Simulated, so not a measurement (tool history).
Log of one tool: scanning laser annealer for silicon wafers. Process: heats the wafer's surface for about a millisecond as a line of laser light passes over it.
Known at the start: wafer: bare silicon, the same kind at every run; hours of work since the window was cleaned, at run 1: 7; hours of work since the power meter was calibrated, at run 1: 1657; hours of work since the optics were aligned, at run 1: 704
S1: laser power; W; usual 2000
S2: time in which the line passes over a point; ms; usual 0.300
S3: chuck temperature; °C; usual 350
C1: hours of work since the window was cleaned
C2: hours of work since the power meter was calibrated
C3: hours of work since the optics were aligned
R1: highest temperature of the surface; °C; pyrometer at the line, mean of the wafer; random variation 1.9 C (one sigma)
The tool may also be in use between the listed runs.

run 1 hour=0.0 | S1=2000 S2=0.300 S3=350 | C1=7 C2=1657 C3=704 | R1=1120
run 2 hour=59.2 | S1=2000 S2=0.293 S3=350 | C1=34 C2=1683 C3=731 | R1=1105
run 3 hour=153.2 | S1=2000 S2=0.293 S3=350 | C1=75 C2=1725 C3=772 | R1=1101
run 4 hour=233.1 | S1=2000 S2=0.300 S3=332 | C1=110 C2=1760 C3=807 | R1=1086
run 5 hour=276.9 | S1=2000 S2=0.300 S3=350 | C1=130 C2=1779 C3=827 | R1=1102
run 6 hour=333.0 | S1=2000 S2=0.300 S3=385 | C1=154 C2=1804 C3=851 | R1=1138
run 7 hour=404.3 | S1=2000 S2=0.300 S3=385 | C1=186 C2=1836 C3=883 | R1=1133
run 8 hour=443.8 | S1=2000 S2=0.212 S3=350 | C1=203 C2=1853 C3=900 | R1=977
run 9 hour=493.7 | S1=2000 S2=0.300 S3=369 | C1=225 C2=1875 C3=922 | R1=1111
run 10 hour=565.6 | S1=2000 S2=0.300 S3=369 | C1=257 C2=1907 C3=954 | R1=1107
run 11 hour=651.7 | S1=2000 S2=0.300 S3=369 | C1=295 C2=1945 C3=992 | R1=1099
run 12 hour=742.6 | S1=2000 S2=0.239 S3=369 | C1=335 C2=1985 C3=1032 | R1=1022
run 13 hour=811.7 | S1=2000 S2=0.300 S3=350 | C1=366 C2=2015 C3=1063 | R1=1072
run 14 hour=862.2 | S1=2000 S2=0.380 S3=350 | C1=388 C2=2038 C3=1085 | R1=1157
-- hour=926.2 window over the wafer cleaned
run 15 hour=959.5 | S1=2000 S2=0.380 S3=350 | C1=15 C2=2080 C3=1127 | R1=1205
run 16 hour=1009.7 | S1=2153 S2=0.300 S3=350 | C1=37 C2=2102 C3=1149 | R1=1178
run 17 hour=1090.0 | S1=2093 S2=0.360 S3=344 | C1=72 C2=2137 C3=1185 | R1=1213

Run 18 comes next. What will it give?
run 18 hour=1161.0 | S1=2093 S2=0.360 S3=344 | C1=104 C2=2169 C3=1216 | R1=?

Run 18 gave R1 1211 °C.
Without the tool's hidden state the same run would have given R1 1255 °C.

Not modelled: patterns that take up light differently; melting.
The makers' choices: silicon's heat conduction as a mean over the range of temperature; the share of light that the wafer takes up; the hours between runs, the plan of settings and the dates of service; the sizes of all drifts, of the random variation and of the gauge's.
